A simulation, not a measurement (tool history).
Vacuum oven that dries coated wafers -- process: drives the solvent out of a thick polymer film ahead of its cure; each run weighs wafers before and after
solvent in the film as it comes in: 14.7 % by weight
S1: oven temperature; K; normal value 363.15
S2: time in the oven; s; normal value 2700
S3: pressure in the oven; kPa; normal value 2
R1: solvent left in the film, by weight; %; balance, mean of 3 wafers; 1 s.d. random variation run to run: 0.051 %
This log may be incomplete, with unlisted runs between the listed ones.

Run 1, hour 0: usual settings. Result: R1 3.34 %.
Run 2, hour 17.7: usual settings. Result: R1 3.37 %.
Run 3, hour 25.4: usual settings. Result: R1 3.41 %.
Run 4, hour 36: usual settings. Result: R1 3.37 %.
Run 5, hour 45.5: usual settings but S3 1.29 kPa. Result: R1 2.93 %.
Run 6, hour 55.8: usual settings but S1 376.15 K, S2 2100 s, S3 3.31 kPa. Result: R1 2.03 %.
Run 7, hour 69.8: usual settings but S1 376.15 K, S2 2100 s, S3 3.31 kPa. Result: R1 2.08 %.

Expected results for the next run?
Run 8, hour 86.5: usual settings but S1 372.15 K, S2 4020 s, S3 3.29 kPa. Result: R1 ?.

For run 8 the tool returned R1 1.71 %.
Were there no unlogged condition in the tool, this run, its random variation unchanged, would have produced R1 1.51 %.

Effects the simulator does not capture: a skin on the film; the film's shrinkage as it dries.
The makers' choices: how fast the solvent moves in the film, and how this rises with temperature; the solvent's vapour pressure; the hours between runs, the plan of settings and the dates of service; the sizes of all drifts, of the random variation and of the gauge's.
